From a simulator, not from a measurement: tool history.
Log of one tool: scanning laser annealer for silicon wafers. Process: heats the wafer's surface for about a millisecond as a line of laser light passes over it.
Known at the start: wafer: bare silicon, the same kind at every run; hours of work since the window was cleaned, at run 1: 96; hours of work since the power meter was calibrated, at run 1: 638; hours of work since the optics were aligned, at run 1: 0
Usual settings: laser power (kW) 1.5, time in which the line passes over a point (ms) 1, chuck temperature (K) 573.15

run	hour	laser power (kW)	time in which the line passes over a point (ms)	chuck temperature (K)	hours of work since the window was cleaned	hours of work since the power meter was calibrated	hours of work since the optics were aligned	highest temperature of the surface (K)
1	0	1.5	1	573.15	96	638	0	1414.15
2	18	1.5	1	573.15	105	648	9	1413.15
3	42.5	1.383	1	573.15	118	661	22	1347.15
4	61.6	1.383	1	573.15	129	671	33	1346.15
5	87.9	1.383	1	573.15	142	685	46	1346.15
6	119.2	1.383	1	573.15	159	701	63	1344.15
7	139.2	1.383	1	573.15	169	712	73	1344.15
8	170.6	1.383	1	573.15	186	728	90	1347.15
9	192.6	1.383	1	573.15	198	740	102	1343.15
10	227.1	1.383	1	573.15	216	758	120	1339.15
11	243.5	1.383	1	573.15	225	767	129	1341.15
12	274.3	1.383	1	573.15	241	783	145	1340.15
13	303.3	1.383	1	573.15	256	798	160	1339.15
14	323.9	1.383	0.95	573.15	267	809	171	1319.15
15	353.7	1.383	0.95	573.15	283	825	187	1322.15
16	383.8	1.413	1	573.15	299	841	203	1349.15
17	415.5	1.413	1	573.15	315	858	219	1350.15
18	438	1.5	0.95	573.15	327	869	231	1379.15
19	473.6	1.5	0.95	573.15	346	888	250	1375.15
20	503.2	1.5	0.95	573.15	362	904	266	1376.15
21	536.4	1.5	0.95	573.15	379	921	283	1374.15
22	559.9	1.51	0.84	605.15	392	934	296	1368.15
23	580.3	1.381	0.73	572.15	402	945	306	1223.15
24	608.9	1.422	0.74	559.15	417	960	321	1232.15
25	634.5	1.422	0.74	559.15	431	973	335	1233.15
26	662.5	1.422	0.74	559.15	446	988	350	1234.15
27	689.6	1.422	0.74	559.15	460	1002	364	1227.15
28	710.8	1.422	0.74	559.15	471	1013	375	1231.15
29	726.7	1.406	0.98	606.15	480	1022	384	1360.15
30	751.7	1.405	0.98	585.15	493	1035	397	1341.15
31	787.1	1.389	1.23	557.15	511	1054	415	1384.15
32	810.5	1.439	1.07	586.15	524	1066	428	1386.15
33	840.6	1.439	1.07	586.15	540	1082	444	1384.15
34	859.8	1.646	1.22	586.15	550	1092	454	1557.15
35	877.3	1.302	1.04	552.15	559	1101	463	1266.15
36	910.4	1.302	1.04	552.15	577	1119	481	1266.15
37	938.5	1.489	0.98	552.15	591	1134	495	1346.15
38	969.9	1.489	0.98	552.15	608	1150	512	1339.15
39	1005.1	1.277	0.86	549.15	627	1169	531	1186.15
# hour 1022.1: window over the wafer cleaned
40	1022.1	1.5	0.95	597.15	0	1177	538	1423.15
41	1057.5	1.5	1	596.15	19	1195	557	1443.15
42	1089.4	1.5	1	596.15	36	1212	574	1440.15

Hidden state or all else? Some run-to-run changes of highest temperature of the surface (K), split into what the settings, what came in and random variation would give without the hidden state, and what is left for the hidden state (with any gauge scatter that isn't in both results):
The hidden state here: light that passes the window, % of a clean one's; laser's true power over the reading, %; width of the line over the set one, %; drift of the gauge itself on peak_c, C.
Run 33 -> 34: laser power (kW) 1.439 -> 1.646, time in which the line passes over a point (ms) 1.07 -> 1.22. highest temperature of the surface (K) +173: hidden state -8, all else +181.
Run 34 -> 35: laser power (kW) 1.646 -> 1.302, time in which the line passes over a point (ms) 1.22 -> 1.04, chuck temperature (K) 586.15 -> 552.15. highest temperature of the surface (K) -291: hidden state +12, all else -303.
Run 39 -> 40: laser power (kW) 1.277 -> 1.5, time in which the line passes over a point (ms) 0.86 -> 0.95, chuck temperature (K) 549.15 -> 597.15, window over the wafer cleaned. highest temperature of the surface (K) +237: hidden state +39, all else +198.
